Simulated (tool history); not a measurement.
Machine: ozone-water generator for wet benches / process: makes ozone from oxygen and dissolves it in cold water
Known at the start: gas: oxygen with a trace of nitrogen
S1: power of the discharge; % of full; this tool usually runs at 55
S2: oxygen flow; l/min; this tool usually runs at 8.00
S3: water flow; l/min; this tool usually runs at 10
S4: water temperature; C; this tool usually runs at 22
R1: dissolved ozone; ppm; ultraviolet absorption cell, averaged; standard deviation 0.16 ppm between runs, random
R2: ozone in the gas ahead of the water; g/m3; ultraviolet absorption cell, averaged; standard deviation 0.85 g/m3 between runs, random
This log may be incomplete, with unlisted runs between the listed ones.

run 1 day=0.000 | S1=55 S2=8.00 S3=10 S4=22 | R1=20.7 R2=137.6
run 2 day=6.042 | S1=55 S2=8.00 S3=10 S4=22 | R1=20.9 R2=136.5
run 3 day=12.912 | S1=55 S2=8.00 S3=10 S4=22 | R1=20.7 R2=138.5
run 4 day=22.071 | S1=55 S2=8.00 S3=10 S4=22 | R1=20.7 R2=137.3
-- day=26.008 contactor cleaned
run 5 day=27.575 | S1=55 S2=8.00 S3=10 S4=20 | R1=21.9 R2=139.1
run 6 day=33.662 | S1=92 S2=8.00 S3=10 S4=20 | R1=33.9 R2=211.9
run 7 day=40.329 | S1=55 S2=14.27 S3=10 S4=22 | R1=19.0 R2=113.0
run 8 day=45.862 | S1=55 S2=8.00 S3=10 S4=24 | R1=20.0 R2=139.1
run 9 day=54.621 | S1=55 S2=8.00 S3=10 S4=24 | R1=19.6 R2=137.9
run 10 day=61.838 | S1=55 S2=8.00 S3=14 S4=22 | R1=17.1 R2=136.6
run 11 day=68.550 | S1=55 S2=8.00 S3=14 S4=22 | R1=17.2 R2=139.0
run 12 day=74.904 | S1=55 S2=8.00 S3=14 S4=22 | R1=16.8 R2=138.4
run 13 day=83.633 | S1=55 S2=8.00 S3=14 S4=22 | R1=16.7 R2=138.4
run 14 day=92.292 | S1=55 S2=8.00 S3=14 S4=22 | R1=16.7 R2=137.7
run 15 day=99.133 | S1=55 S2=8.00 S3=14 S4=22 | R1=17.0 R2=138.2
run 16 day=108.400 | S1=55 S2=8.00 S3=14 S4=22 | R1=16.7 R2=138.7
run 17 day=116.692 | S1=55 S2=8.00 S3=7 S4=18 | R1=27.3 R2=138.3
run 18 day=123.017 | S1=98 S2=8.00 S3=10 S4=20 | R1=35.6 R2=226.3
-- day=129.812 water thermometer calibrated
run 19 day=132.179 | S1=55 S2=8.00 S3=8 S4=17 | R1=26.6 R2=136.8
run 20 day=137.917 | S1=55 S2=11.49 S3=9 S4=22 | R1=20.6 R2=121.3
run 21 day=147.317 | S1=55 S2=9.79 S3=7 S4=22 | R1=23.5 R2=126.9
run 22 day=152.338 | S1=55 S2=4.04 S3=10 S4=20 | R1=21.8 R2=176.5
run 23 day=156.262 | S1=55 S2=8.00 S3=7 S4=17 | R1=28.1 R2=136.9
run 24 day=160.821 | S1=55 S2=8.00 S3=7 S4=17 | R1=28.0 R2=137.6
run 25 day=167.167 | S1=55 S2=7.88 S3=7 S4=22 | R1=25.0 R2=138.1
-- day=170.100 contactor cleaned
run 26 day=171.321 | S1=60 S2=8.00 S3=10 S4=22 | R1=22.0 R2=147.6
run 27 day=178.300 | S1=65 S2=4.54 S3=8 S4=22 | R1=27.9 R2=194.1
run 28 day=182.275 | S1=59 S2=8.00 S3=9 S4=22 | R1=23.6 R2=146.3
run 29 day=187.475 | S1=48 S2=8.00 S3=11 S4=22 | R1=17.7 R2=121.4
run 30 day=193.517 | S1=55 S2=8.00 S3=7 S4=22 | R1=24.7 R2=137.0
run 31 day=198.079 | S1=55 S2=8.00 S3=7 S4=22 | R1=24.6 R2=136.7
run 32 day=206.275 | S1=55 S2=8.00 S3=7 S4=22 | R1=24.4 R2=136.5

Predict each of these 5 candidate next runs independently; none follows another, all start after run 32:
run A day=213.500 | S1=55 S2=10.97 S3=10 S4=22 | R1=? R2=?
run B day=213.500 | S1=40 S2=4.81 S3=10 S4=18 | R1=? R2=?
run C day=213.500 | S1=55 S2=9.95 S3=9 S4=22 | R1=? R2=?
run D day=213.500 | S1=55 S2=8.00 S3=7 S4=24 | R1=? R2=?
run E day=213.500 | S1=55 S2=8.00 S3=13 S4=22 | R1=? R2=?

run=A R1=19.9 R2=121.4
run=B R1=17.3 R2=125.1
run=C R1=21.0 R2=128.0
run=D R1=23.3 R2=136.9
run=E R1=17.7 R2=137.2
Had the tool no hidden state, the same runs would have come out as:
run=A R1=19.9 R2=121.7
run=B R1=17.4 R2=125.3
run=C R1=21.1 R2=128.4
run=D R1=23.4 R2=137.3
run=E R1=17.7 R2=137.5

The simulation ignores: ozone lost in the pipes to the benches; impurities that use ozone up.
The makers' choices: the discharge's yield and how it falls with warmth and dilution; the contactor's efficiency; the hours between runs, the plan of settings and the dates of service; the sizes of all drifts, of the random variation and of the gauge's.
